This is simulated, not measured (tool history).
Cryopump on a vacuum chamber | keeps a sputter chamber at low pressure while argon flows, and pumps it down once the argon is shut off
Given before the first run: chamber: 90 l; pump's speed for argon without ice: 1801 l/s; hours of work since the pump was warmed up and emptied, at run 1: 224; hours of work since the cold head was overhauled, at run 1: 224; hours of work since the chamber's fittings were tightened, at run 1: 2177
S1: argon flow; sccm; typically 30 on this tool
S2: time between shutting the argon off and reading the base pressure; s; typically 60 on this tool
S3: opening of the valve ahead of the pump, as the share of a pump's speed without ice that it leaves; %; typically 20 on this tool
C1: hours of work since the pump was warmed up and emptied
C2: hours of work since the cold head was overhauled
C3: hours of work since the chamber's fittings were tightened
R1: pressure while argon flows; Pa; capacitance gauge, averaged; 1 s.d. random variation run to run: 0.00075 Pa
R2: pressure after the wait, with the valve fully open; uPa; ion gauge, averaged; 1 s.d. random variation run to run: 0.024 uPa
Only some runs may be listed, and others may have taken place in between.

{"run": 1, "hour": 0.0, "S1": 30, "S2": 60, "S3": 20, "C1": 224, "C2": 224, "C3": 2177, "R1": 0.1416, "R2": 1.08}
{"run": 2, "hour": 19.8, "S1": 30, "S2": 45, "S3": 20, "C1": 238, "C2": 238, "C3": 2191, "R1": 0.1411, "R2": 1.37}
{"run": 3, "hour": 35.8, "S1": 30, "S2": 148, "S3": 20, "C1": 249, "C2": 249, "C3": 2202, "R1": 0.1417, "R2": 0.68}
{"run": 4, "hour": 64.7, "S1": 30, "S2": 60, "S3": 17, "C1": 270, "C2": 270, "C3": 2222, "R1": 0.1665, "R2": 1.09}
{"run": 5, "hour": 90.4, "S1": 30, "S2": 60, "S3": 17, "C1": 288, "C2": 288, "C3": 2240, "R1": 0.167, "R2": 1.04}
{"run": 6, "hour": 118.1, "S1": 30, "S2": 60, "S3": 17, "C1": 307, "C2": 307, "C3": 2260, "R1": 0.1675, "R2": 1.08}
{"run": 7, "hour": 138.0, "S1": 30, "S2": 60, "S3": 17, "C1": 321, "C2": 321, "C3": 2273, "R1": 0.1675, "R2": 1.08}
{"run": 8, "hour": 163.9, "S1": 30, "S2": 60, "S3": 17, "C1": 339, "C2": 339, "C3": 2291, "R1": 0.1665, "R2": 1.16}
{"run": 9, "hour": 179.7, "S1": 30, "S2": 127, "S3": 20, "C1": 350, "C2": 350, "C3": 2303, "R1": 0.1439, "R2": 0.76}
{"run": 10, "hour": 195.4, "S1": 30, "S2": 127, "S3": 20, "C1": 361, "C2": 361, "C3": 2313, "R1": 0.1423, "R2": 0.77}
{"run": 11, "hour": 211.3, "S1": 30, "S2": 127, "S3": 20, "C1": 372, "C2": 372, "C3": 2325, "R1": 0.141, "R2": 0.72}
{"run": 12, "hour": 233.7, "S1": 30, "S2": 127, "S3": 20, "C1": 388, "C2": 388, "C3": 2340, "R1": 0.1416, "R2": 0.72}
{"run": 13, "hour": 265.0, "S1": 30, "S2": 79, "S3": 20, "C1": 409, "C2": 409, "C3": 2362, "R1": 0.1425, "R2": 0.94}
{"run": 14, "hour": 279.4, "S1": 30, "S2": 79, "S3": 20, "C1": 419, "C2": 419, "C3": 2372, "R1": 0.1407, "R2": 0.96}
{"run": 15, "hour": 298.6, "S1": 25, "S2": 159, "S3": 20, "C1": 433, "C2": 433, "C3": 2385, "R1": 0.118, "R2": 0.67}
{"run": 16, "hour": 327.8, "S1": 25, "S2": 159, "S3": 20, "C1": 453, "C2": 453, "C3": 2406, "R1": 0.1187, "R2": 0.67}
{"run": 17, "hour": 344.3, "S1": 25, "S2": 159, "S3": 20, "C1": 465, "C2": 465, "C3": 2417, "R1": 0.1194, "R2": 0.71}
{"run": 18, "hour": 364.0, "S1": 33, "S2": 83, "S3": 30, "C1": 478, "C2": 478, "C3": 2431, "R1": 0.1045, "R2": 0.94}
{"run": 19, "hour": 392.7, "S1": 33, "S2": 142, "S3": 33, "C1": 498, "C2": 498, "C3": 2451, "R1": 0.0958, "R2": 0.74}
{"run": 20, "hour": 420.5, "S1": 33, "S2": 142, "S3": 33, "C1": 518, "C2": 518, "C3": 2471, "R1": 0.0956, "R2": 0.74}
{"run": 21, "hour": 438.4, "S1": 30, "S2": 79, "S3": 24, "C1": 530, "C2": 530, "C3": 2483, "R1": 0.1201, "R2": 0.98}
{"run": 22, "hour": 469.8, "S1": 23, "S2": 60, "S3": 26, "C1": 552, "C2": 552, "C3": 2505, "R1": 0.0843, "R2": 1.16}
{"run": 23, "hour": 492.6, "S1": 14, "S2": 66, "S3": 41, "C1": 568, "C2": 568, "C3": 2521, "R1": 0.0336, "R2": 1.07}
{"run": 24, "hour": 511.8, "S1": 15, "S2": 159, "S3": 41, "C1": 582, "C2": 582, "C3": 2534, "R1": 0.0356, "R2": 0.7}

Each row is a separate what-if for the run after 24, all from the same tool condition, not one after another. Results?
{"run": "A", "hour": 529.4, "S1": 15, "S2": 159, "S3": 41, "C1": 594, "C2": 594, "C3": 2546, "R1": "?", "R2": "?"}
{"run": "B", "hour": 529.4, "S1": 58, "S2": 60, "S3": 20, "C1": 594, "C2": 594, "C3": 2546, "R1": "?", "R2": "?"}
{"run": "C", "hour": 529.4, "S1": 15, "S2": 42, "S3": 18, "C1": 594, "C2": 594, "C3": 2546, "R1": "?", "R2": "?"}
{"run": "D", "hour": 529.4, "S1": 29, "S2": 59, "S3": 54, "C1": 594, "C2": 594, "C3": 2546, "R1": "?", "R2": "?"}
{"run": "E", "hour": 529.4, "S1": 15, "S2": 60, "S3": 20, "C1": 594, "C2": 594, "C3": 2546, "R1": "?", "R2": "?"}

run=A R1=0.0358 R2=0.72
run=B R1=0.2771 R2=1.09
run=C R1=0.0803 R2=1.4
run=D R1=0.0529 R2=1.14
run=E R1=0.0721 R2=1.18
With the hidden condition removed and each run's random variation left untouched, the same runs would have given:
run=A R1=0.0346 R2=0.43
run=B R1=0.2721 R2=0.8
run=C R1=0.079 R2=1.12
run=D R1=0.0504 R2=0.84
run=E R1=0.0708 R2=0.88
